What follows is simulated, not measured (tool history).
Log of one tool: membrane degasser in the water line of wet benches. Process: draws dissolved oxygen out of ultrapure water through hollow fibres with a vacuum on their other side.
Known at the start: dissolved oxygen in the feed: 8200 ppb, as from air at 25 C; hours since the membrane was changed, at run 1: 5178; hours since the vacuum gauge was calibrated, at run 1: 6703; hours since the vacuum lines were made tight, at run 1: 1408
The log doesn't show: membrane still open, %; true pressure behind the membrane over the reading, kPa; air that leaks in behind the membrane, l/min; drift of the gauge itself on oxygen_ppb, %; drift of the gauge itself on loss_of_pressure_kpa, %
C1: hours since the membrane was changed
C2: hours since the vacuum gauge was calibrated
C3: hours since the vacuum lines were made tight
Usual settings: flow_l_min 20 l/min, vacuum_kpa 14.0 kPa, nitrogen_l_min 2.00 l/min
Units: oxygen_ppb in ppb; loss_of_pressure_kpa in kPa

Run 1, hour 0.0: usual settings; C1 5178; C2 6703; C3 1408. Result: oxygen_ppb 298.4 ppb, loss_of_pressure_kpa 61.98 kPa.
Run 2, hour 154.7: usual settings but flow_l_min 13 l/min; C1 5333; C2 6858; C3 1563. Result: oxygen_ppb 186.7 ppb, loss_of_pressure_kpa 40.32 kPa.
Run 3, hour 255.1: usual settings but flow_l_min 13 l/min; C1 5433; C2 6958; C3 1664. Result: oxygen_ppb 184.6 ppb, loss_of_pressure_kpa 40.20 kPa.
Run 4, hour 388.8: usual settings; C1 5567; C2 7092; C3 1797. Result: oxygen_ppb 307.5 ppb, loss_of_pressure_kpa 62.16 kPa.
Run 5, hour 517.1: usual settings; C1 5695; C2 7220; C3 1926. Result: oxygen_ppb 301.8 ppb, loss_of_pressure_kpa 62.55 kPa.
Run 6, hour 604.3: usual settings; C1 5782; C2 7307; C3 2013. Result: oxygen_ppb 306.8 ppb, loss_of_pressure_kpa 62.43 kPa.
Run 7, hour 717.0: usual settings; C1 5895; C2 7420; C3 2125. Result: oxygen_ppb 314.3 ppb, loss_of_pressure_kpa 62.28 kPa.
Run 8, hour 869.5: usual settings; C1 6048; C2 7572; C3 2278. Result: oxygen_ppb 304.6 ppb, loss_of_pressure_kpa 62.14 kPa.
Run 9, hour 1010.1: usual settings; C1 6188; C2 7713; C3 2419. Result: oxygen_ppb 306.2 ppb, loss_of_pressure_kpa 62.26 kPa.
Run 10, hour 1096.8: usual settings; C1 6275; C2 7800; C3 2505. Result: oxygen_ppb 305.2 ppb, loss_of_pressure_kpa 62.18 kPa.
Run 11, hour 1209.1: usual settings; C1 6387; C2 7912; C3 2618. Result: oxygen_ppb 305.9 ppb, loss_of_pressure_kpa 62.38 kPa.
At hour 1247.1: vacuum gauge calibrated.
Run 12, hour 1290.1: usual settings but vacuum_kpa 29.1 kPa; C1 6468; C2 43; C3 2698. Result: oxygen_ppb 630.4 ppb, loss_of_pressure_kpa 62.41 kPa.
Run 13, hour 1380.3: usual settings but vacuum_kpa 29.1 kPa; C1 6558; C2 133; C3 2788. Result: oxygen_ppb 634.3 ppb, loss_of_pressure_kpa 62.33 kPa.
Run 14, hour 1510.3: usual settings but vacuum_kpa 29.1 kPa; C1 6688; C2 263; C3 2918. Result: oxygen_ppb 635.2 ppb, loss_of_pressure_kpa 62.49 kPa.
At hour 1663.8: vacuum gauge calibrated, once more.
Run 15, hour 1663.8: usual settings but nitrogen_l_min 0.87 l/min; C1 6841; C2 0; C3 3071. Result: oxygen_ppb 569.8 ppb, loss_of_pressure_kpa 62.62 kPa.
Run 16, hour 1801.9: usual settings but nitrogen_l_min 0.87 l/min; C1 6979; C2 138; C3 3209. Result: oxygen_ppb 561.8 ppb, loss_of_pressure_kpa 62.66 kPa.
Run 17, hour 1960.8: usual settings but vacuum_kpa 25.9 kPa, nitrogen_l_min 2.91 l/min; C1 7138; C2 297; C3 3368. Result: oxygen_ppb 417.3 ppb, loss_of_pressure_kpa 62.39 kPa.
Run 18, hour 2116.8: usual settings but vacuum_kpa 25.9 kPa, nitrogen_l_min 2.91 l/min; C1 7294; C2 453; C3 3524. Result: oxygen_ppb 416.6 ppb, loss_of_pressure_kpa 62.66 kPa.
Run 19, hour 2233.7: usual settings but flow_l_min 28 l/min, vacuum_kpa 10.7 kPa, nitrogen_l_min 3.96 l/min; C1 7411; C2 570; C3 3641. Result: oxygen_ppb 252.2 ppb, loss_of_pressure_kpa 88.11 kPa.
Run 20, hour 2390.2: usual settings but flow_l_min 15 l/min, vacuum_kpa 10.7 kPa, nitrogen_l_min 0.95 l/min; C1 7567; C2 726; C3 3798. Result: oxygen_ppb 284.4 ppb, loss_of_pressure_kpa 46.91 kPa.
Run 21, hour 2467.8: usual settings but vacuum_kpa 9.7 kPa, nitrogen_l_min 3.62 l/min; C1 7645; C2 804; C3 3875. Result: oxygen_ppb 143.5 ppb, loss_of_pressure_kpa 63.08 kPa.
Run 22, hour 2624.4: usual settings but vacuum_kpa 9.7 kPa, nitrogen_l_min 2.95 l/min; C1 7801; C2 961; C3 4032. Result: oxygen_ppb 162.3 ppb, loss_of_pressure_kpa 62.71 kPa.
Run 23, hour 2746.0: usual settings but vacuum_kpa 9.7 kPa, nitrogen_l_min 2.95 l/min; C1 7923; C2 1082; C3 4153. Result: oxygen_ppb 160.6 ppb, loss_of_pressure_kpa 63.43 kPa.
Run 24, hour 2831.5: usual settings but flow_l_min 16 l/min, nitrogen_l_min 1.94 l/min; C1 8009; C2 1168; C3 4239. Result: oxygen_ppb 242.4 ppb, loss_of_pressure_kpa 50.52 kPa.
Run 25, hour 2913.4: usual settings but vacuum_kpa 21.6 kPa, nitrogen_l_min 1.63 l/min; C1 8090; C2 1250; C3 4321. Result: oxygen_ppb 555.1 ppb, loss_of_pressure_kpa 62.44 kPa.
Run 26, hour 2999.6: usual settings but flow_l_min 27 l/min, vacuum_kpa 20.3 kPa; C1 8177; C2 1336; C3 4407. Result: oxygen_ppb 611.4 ppb, loss_of_pressure_kpa 84.92 kPa.
Run 27, hour 3077.7: usual settings but flow_l_min 27 l/min, vacuum_kpa 20.3 kPa; C1 8255; C2 1414; C3 4485. Result: oxygen_ppb 605.5 ppb, loss_of_pressure_kpa 84.87 kPa.
Run 28, hour 3172.3: usual settings but flow_l_min 32 l/min, vacuum_kpa 11.7 kPa, nitrogen_l_min 3.47 l/min; C1 8349; C2 1509; C3 4580. Result: oxygen_ppb 349.1 ppb, loss_of_pressure_kpa 101.32 kPa.
Run 29, hour 3290.7: usual settings but flow_l_min 32 l/min, vacuum_kpa 11.7 kPa, nitrogen_l_min 3.47 l/min; C1 8468; C2 1627; C3 4698. Result: oxygen_ppb 348.6 ppb, loss_of_pressure_kpa 101.39 kPa.
Run 30, hour 3382.1: usual settings but flow_l_min 18 l/min, vacuum_kpa 16.0 kPa, nitrogen_l_min 1.93 l/min; C1 8559; C2 1718; C3 4790. Result: oxygen_ppb 324.3 ppb, loss_of_pressure_kpa 56.81 kPa.
Run 31, hour 3540.1: usual settings but flow_l_min 18 l/min, vacuum_kpa 16.0 kPa, nitrogen_l_min 1.93 l/min; C1 8717; C2 1876; C3 4948. Result: oxygen_ppb 325.7 ppb, loss_of_pressure_kpa 56.96 kPa.

Forecast each of these 5 alternatives for the next run:
Run A, hour 3675.5: usual settings but flow_l_min 16 l/min, vacuum_kpa 16.0 kPa, nitrogen_l_min 1.93 l/min; C1 8853; C2 2012; C3 5083. Result: oxygen_ppb ?, loss_of_pressure_kpa ?.
Run B, hour 3675.5: usual settings but flow_l_min 13 l/min, vacuum_kpa 34.2 kPa, nitrogen_l_min 4.86 l/min; C1 8853; C2 2012; C3 5083. Result: oxygen_ppb ?, loss_of_pressure_kpa ?.
Run C, hour 3675.5: usual settings but flow_l_min 26 l/min, nitrogen_l_min 3.44 l/min; C1 8853; C2 2012; C3 5083. Result: oxygen_ppb ?, loss_of_pressure_kpa ?.
Run D, hour 3675.5: usual settings but flow_l_min 23 l/min, vacuum_kpa 16.0 kPa, nitrogen_l_min 1.93 l/min; C1 8853; C2 2012; C3 5083. Result: oxygen_ppb ?, loss_of_pressure_kpa ?.
Run E, hour 3675.5: usual settings but flow_l_min 18 l/min, vacuum_kpa 10.7 kPa, nitrogen_l_min 1.93 l/min; C1 8853; C2 2012; C3 5083. Result: oxygen_ppb ?, loss_of_pressure_kpa ?.

run  oxygen_ppb  loss_of_pressure_kpa
  A       280.0                 50.70
  B       223.4                 40.58
  C       304.0                 82.58
  D       432.6                 72.84
  E       206.0                 56.83
Without the tool's hidden state the same runs would have given:
run  oxygen_ppb  loss_of_pressure_kpa
  A       267.0                 48.11
  B       213.4                 38.49
  C       278.7                 78.36
  D       410.2                 69.13
  E       192.0                 53.92
